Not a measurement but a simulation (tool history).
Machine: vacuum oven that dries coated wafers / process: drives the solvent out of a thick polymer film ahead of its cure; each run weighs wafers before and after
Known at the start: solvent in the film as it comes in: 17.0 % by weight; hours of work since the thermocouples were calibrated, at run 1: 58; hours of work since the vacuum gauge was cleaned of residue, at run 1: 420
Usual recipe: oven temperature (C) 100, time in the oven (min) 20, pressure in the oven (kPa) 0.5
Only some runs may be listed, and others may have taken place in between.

run   hour  oven temperature (C)  time in the oven (min)  pressure in the oven (kPa)  hours of work since the thermocouples were calibrated  hours of work since the vacuum gauge was cleaned of residue  solvent left in the film (%)
  1      0                   100                      20                         0.5                                                     58                                                          420                          2.82
  2   16.9                   100                      20                         0.5                                                     65                                                          426                          2.82
  3   32.6                   100                      20                         0.5                                                     71                                                          433                          2.85
  4   41.8                   100                      20                       0.319                                                     75                                                          437                          2.77
  5   59.4                   100                      11                         0.5                                                     82                                                          444                          5.74
  6   71.9                   100                      20                       0.891                                                     87                                                          449                          2.89
  7     93                   100                      20                       0.891                                                     96                                                          457                          2.91
  8  111.3                   100                      20                         0.5                                                    103                                                          465                          2.77
  9  131.2                   100                      20                         0.5                                                    111                                                          473                          2.78
 10  141.1                   100                      20                         0.5                                                    115                                                          477                          2.84
 11  158.8                   100                      11                         0.5                                                    122                                                          484                          5.79
 12  179.3                   100                      11                         0.5                                                    131                                                          493                          5.75
 13  189.4                   100                      20                       0.284                                                    135                                                          497                          2.79
 14  200.7                   100                      36                       0.284                                                    139                                                          501                          0.79
 15  214.9                   106                      21                         0.5                                                    145                                                          507                          1.75
 16  226.4                   106                      21                         0.5                                                    150                                                          512                          1.74
 17  243.4                   113                      14                       0.995                                                    157                                                          519                          2.39
 18  257.7                   112                      14                       0.528                                                    162                                                          524                           2.5
 19  274.3                   112                      14                       0.528                                                    169                                                          531                          2.42
 20  295.9                   107                      14                       0.474                                                    178                                                          540                          3.26
 21  305.9                   113                      26                       0.454                                                    182                                                          544                          0.56
 22  320.3                    98                      13                         0.5                                                    188                                                          550                           5.3
 23  333.4                    98                      13                         0.5                                                    193                                                          555                          5.39

Each row is a separate what-if for the run after 23, all from the same tool condition, not one after another. Results?
  A  345.2                   100                      20                       0.458                                                    198                                                          560                             ?
  B  345.2                   100                      19                       0.556                                                    198                                                          560                             ?
  C  345.2                   100                      32                       1.459                                                    198                                                          560                             ?

run  solvent left in the film (%)
  A                          2.77
  B                          3.09
  C                          1.36
Take away the tool's hidden state, keep each run's random variation, and the runs would have read:
run  solvent left in the film (%)
  A                          2.65
  B                          2.97
  C                          1.27
